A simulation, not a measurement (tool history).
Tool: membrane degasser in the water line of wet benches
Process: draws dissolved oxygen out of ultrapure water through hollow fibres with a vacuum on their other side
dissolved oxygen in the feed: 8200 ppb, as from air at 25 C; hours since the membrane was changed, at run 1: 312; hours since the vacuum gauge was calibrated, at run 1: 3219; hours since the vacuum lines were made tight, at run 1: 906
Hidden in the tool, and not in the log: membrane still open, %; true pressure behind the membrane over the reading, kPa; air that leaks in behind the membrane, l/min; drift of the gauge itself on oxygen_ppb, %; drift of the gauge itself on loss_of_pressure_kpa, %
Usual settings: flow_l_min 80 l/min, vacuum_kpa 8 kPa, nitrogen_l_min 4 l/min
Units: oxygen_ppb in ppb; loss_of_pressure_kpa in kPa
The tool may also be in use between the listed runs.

| run | hour | flow_l_min | vacuum_kpa | nitrogen_l_min | hours since the membrane was changed | hours since the vacuum gauge was calibrated | hours since the vacuum lines were made tight | oxygen_ppb | loss_of_pressure_kpa |
|---|---|---|---|---|---|---|---|---|---|
| 1 | 0 | 80 | 8 | 4 | 312 | 3219 | 906 | 236.4 | 59.02 |
| 2 | 66 | 80 | 8 | 4 | 378 | 3285 | 972 | 234.4 | 59.06 |
| 3 | 96.5 | 80 | 8 | 4 | 408 | 3316 | 1002 | 237.2 | 58.73 |
| 4 | 136.8 | 80 | 8 | 5.15 | 448 | 3356 | 1042 | 186.7 | 58.81 |
| 5 | 165.7 | 80 | 8 | 5.15 | 477 | 3385 | 1071 | 191.5 | 57.97 |
| 6 | 231.9 | 80 | 8 | 4 | 543 | 3451 | 1138 | 235.7 | 58.36 |
| 7 | 269.1 | 80 | 8 | 9.56 | 581 | 3488 | 1175 | 112.3 | 58.59 |
| 8 | 313.7 | 80 | 8 | 4 | 625 | 3533 | 1219 | 235.8 | 58.44 |
| 9 | 341 | 80 | 10.64 | 4 | 653 | 3560 | 1247 | 352.3 | 58.73 |
| 10 | 391.2 | 80 | 10.64 | 4 | 703 | 3610 | 1297 | 345 | 58.88 |
| 11 | 421.2 | 80 | 8 | 6.94 | 733 | 3640 | 1327 | 146.1 | 59.25 |
| 12 | 459.8 | 80 | 8 | 7.66 | 771 | 3679 | 1365 | 136.9 | 58.55 |
| 13 | 504.5 | 80 | 8 | 4 | 816 | 3724 | 1410 | 235.4 | 58.68 |
| 14 | 550.8 | 80 | 8 | 4 | 862 | 3770 | 1457 | 233.8 | 58.75 |
| 15 | 608.9 | 80 | 8 | 3.04 | 920 | 3828 | 1515 | 296.5 | 59.18 |
| 16 | 650.9 | 80 | 8 | 3.04 | 962 | 3870 | 1557 | 298.8 | 58.87 |
| 17 | 699.8 | 80 | 8 | 3.04 | 1011 | 3919 | 1605 | 295.8 | 59.12 |
| 18 | 753.1 | 80 | 8 | 3.04 | 1065 | 3972 | 1659 | 297.2 | 58.8 |
| 19 | 791.9 | 52 | 18.68 | 4 | 1103 | 4011 | 1698 | 460.9 | 38.44 |
|  | 797.4 | vacuum gauge calibrated |
| 20 | 820.1 | 90 | 8 | 4 | 1131 | 23 | 1725 | 274.3 | 66.45 |
| 21 | 862.6 | 51 | 8 | 6.72 | 1174 | 65 | 1768 | 103.2 | 37.5 |
| 22 | 919.9 | 101 | 18.57 | 4 | 1231 | 122 | 1825 | 824.6 | 74.19 |
| 23 | 950.5 | 99 | 8 | 8.32 | 1262 | 153 | 1856 | 166.6 | 72.82 |
| 24 | 1011.3 | 68 | 10.27 | 8.32 | 1322 | 214 | 1916 | 157.9 | 50.23 |
| 25 | 1064.7 | 53 | 8 | 7.79 | 1376 | 267 | 1970 | 94.5 | 39.17 |
| 26 | 1098.2 | 108 | 7.44 | 1.65 | 1409 | 301 | 2003 | 561.8 | 79.91 |
|  | 1121 | vacuum gauge calibrated, once more |
| 27 | 1136.4 | 108 | 7.44 | 1.99 | 1447 | 15 | 2041 | 438.6 | 79.76 |
| 28 | 1198.8 | 108 | 13.55 | 2.12 | 1509 | 78 | 2103 | 935.2 | 79.75 |
| 29 | 1233.7 | 99 | 9.85 | 2.68 | 1544 | 113 | 2138 | 492.9 | 72.85 |
| 30 | 1279.9 | 99 | 9.85 | 2.68 | 1590 | 159 | 2185 | 489.9 | 73.25 |
| 31 | 1328 | 93 | 10.36 | 10.08 | 1639 | 207 | 2233 | 169.8 | 68.85 |

Some steps in oxygen_ppb between neighbouring runs. How much of each would the tool show without its hidden state too (settings, what came in, random variation), and how much is left for the hidden state, with any gauge scatter that isn't in both results?
Run 21 -> 22: flow_l_min 51 -> 101, vacuum_kpa 8 -> 18.57, nitrogen_l_min 6.72 -> 4. oxygen_ppb +721.4 ppb: hidden state +20.5, all else +700.9.
Run 22 -> 23: flow_l_min 101 -> 99, vacuum_kpa 18.57 -> 8, nitrogen_l_min 4 -> 8.32. oxygen_ppb -658 ppb: hidden state -13.6, all else -644.4.
Run 25 -> 26: flow_l_min 53 -> 108, vacuum_kpa 8 -> 7.44, nitrogen_l_min 7.79 -> 1.65. oxygen_ppb +467.3 ppb: hidden state +62.7, all else +404.6.
Run 26 -> 27: nitrogen_l_min 1.65 -> 1.99, vacuum gauge calibrated, once more. oxygen_ppb -123.2 ppb: hidden state -73, all else -50.2.
Run 27 -> 28: vacuum_kpa 7.44 -> 13.55, nitrogen_l_min 1.99 -> 2.12. oxygen_ppb +496.6 ppb: hidden state +0.3, all else +496.3.

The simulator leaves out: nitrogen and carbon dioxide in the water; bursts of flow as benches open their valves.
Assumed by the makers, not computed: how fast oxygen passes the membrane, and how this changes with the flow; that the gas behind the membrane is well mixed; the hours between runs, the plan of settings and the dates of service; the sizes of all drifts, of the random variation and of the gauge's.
